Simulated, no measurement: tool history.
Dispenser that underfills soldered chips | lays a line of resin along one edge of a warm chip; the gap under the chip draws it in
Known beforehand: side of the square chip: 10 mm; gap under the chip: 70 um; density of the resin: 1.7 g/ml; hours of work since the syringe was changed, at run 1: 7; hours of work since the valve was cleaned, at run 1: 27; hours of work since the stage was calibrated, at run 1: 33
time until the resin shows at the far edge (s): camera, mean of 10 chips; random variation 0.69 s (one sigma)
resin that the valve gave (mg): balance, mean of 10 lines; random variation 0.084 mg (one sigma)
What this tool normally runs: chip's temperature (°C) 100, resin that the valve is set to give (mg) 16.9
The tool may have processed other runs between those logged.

run  hour  chip's temperature (°C)  resin that the valve is set to give (mg)  hours of work since the syringe was changed  hours of work since the valve was cleaned  hours of work since the stage was calibrated  time until the resin shows at the far edge (s)  resin that the valve gave (mg)
  1     0                      100                                      16.9                                            7                                         27                                            33                                              92                            16.7
      3.9  -- new syringe of resin
  2     6                      100                                      17.6                                            2                                         31                                            37                                              66                           17.33
  3    10                      100                                      17.6                                            4                                         34                                            40                                            76.4                           17.36
  4  12.9                      100                                      17.6                                            6                                         36                                            42                                            86.6                           17.28
     17.8  -- new syringe of resin
  5  18.5                      100                                      17.6                                            0                                         40                                            45                                            62.9                           17.21
  6  21.6                       94                                      16.9                                            3                                         42                                            48                                            93.6                           16.63
  7  26.4                       94                                      16.9                                            6                                         45                                            51                                           115.3                           16.55
  8  30.3                      100                                      14.5                                            9                                         48                                            54                                           107.6                           14.05
     31.7  -- new syringe of resin
  9  34.6                      107                                      14.5                                            2                                         51                                            57                                            52.7                           14.15
 10  38.7                      102                                      16.9                                            5                                         54                                            60                                            73.9                           16.42
 11  44.4                      102                                      16.9                                            9                                         58                                            64                                            94.8                           16.28
     45.7  -- new syringe of resin
 12  48.2                      102                                      16.9                                            2                                         60                                            66                                            63.6                           16.22
 13  54.1                      102                                      16.9                                            6                                         65                                            70                                            78.3                           16.22
 14  57.1                      102                                      19.1                                            8                                         67                                            73                                            87.1                           18.37
     59.8  -- new syringe of resin
 15  61.9                       89                                        18                                            1                                         70                                            76                                           108.7                            17.4

Run 16, settings as shown, results not yet in. Your forecast:
 16  64.8                       92                                      18.8                                            4                                         72                                            78                                               ?                               ?

For run 16 the tool returned time until the resin shows at the far edge (s) 106.9, resin that the valve gave (mg) 17.85.
Without the tool's hidden state the same run would have given time until the resin shows at the far edge (s) 88.1, resin that the valve gave (mg) 18.6.
